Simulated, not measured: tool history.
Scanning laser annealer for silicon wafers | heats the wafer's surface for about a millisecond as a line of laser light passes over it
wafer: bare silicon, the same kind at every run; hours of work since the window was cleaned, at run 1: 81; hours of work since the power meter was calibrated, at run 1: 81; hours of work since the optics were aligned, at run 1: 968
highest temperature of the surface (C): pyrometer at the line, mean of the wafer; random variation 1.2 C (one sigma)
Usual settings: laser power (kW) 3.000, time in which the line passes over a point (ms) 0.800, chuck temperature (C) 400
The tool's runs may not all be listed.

| run | hour | laser power (kW) | time in which the line passes over a point (ms) | chuck temperature (C) | hours of work since the window was cleaned | hours of work since the power meter was calibrated | hours of work since the optics were aligned | highest temperature of the surface (C) |
|---|---|---|---|---|---|---|---|---|
| 1 | 0.0 | 3.000 | 0.800 | 400 | 81 | 81 | 968 | 1191 |
| 2 | 64.2 | 3.000 | 0.800 | 400 | 125 | 125 | 1012 | 1187 |
|  | 156.0 | optics aligned, line set to its width |
| 3 | 159.3 | 3.000 | 0.800 | 400 | 186 | 186 | 2 | 1198 |
| 4 | 226.8 | 3.000 | 0.800 | 400 | 232 | 232 | 48 | 1198 |
| 5 | 290.9 | 3.000 | 0.800 | 400 | 276 | 276 | 92 | 1197 |
| 6 | 364.4 | 3.000 | 0.800 | 400 | 326 | 326 | 142 | 1196 |
| 7 | 427.8 | 3.218 | 0.763 | 384 | 369 | 369 | 185 | 1217 |
| 8 | 493.6 | 3.218 | 0.763 | 384 | 414 | 414 | 230 | 1215 |
|  | 500.2 | window over the wafer cleaned |
| 9 | 592.6 | 3.218 | 0.763 | 384 | 63 | 480 | 296 | 1209 |
| 10 | 656.9 | 3.218 | 0.949 | 407 | 107 | 524 | 340 | 1339 |
| 11 | 729.8 | 3.181 | 0.750 | 381 | 156 | 573 | 389 | 1185 |

Forecast each of these 5 alternatives for the next run:
| A | 791.1 | 2.557 | 0.718 | 381 | 198 | 615 | 431 | ? |
| B | 791.1 | 2.823 | 0.737 | 381 | 198 | 615 | 431 | ? |
| C | 791.1 | 3.181 | 0.567 | 381 | 198 | 615 | 431 | ? |
| D | 791.1 | 2.925 | 0.625 | 367 | 198 | 615 | 431 | ? |
| E | 791.1 | 3.000 | 0.924 | 410 | 198 | 615 | 431 | ? |

| run | highest temperature of the surface (C) |
|---|---|
| A | 1006 |
| B | 1085 |
| C | 1067 |
| D | 1033 |
| E | 1260 |
Without the tool's hidden state the same runs would have given:
| run | highest temperature of the surface (C) |
|---|---|
| A | 1022 |
| B | 1104 |
| C | 1085 |
| D | 1050 |
| E | 1282 |

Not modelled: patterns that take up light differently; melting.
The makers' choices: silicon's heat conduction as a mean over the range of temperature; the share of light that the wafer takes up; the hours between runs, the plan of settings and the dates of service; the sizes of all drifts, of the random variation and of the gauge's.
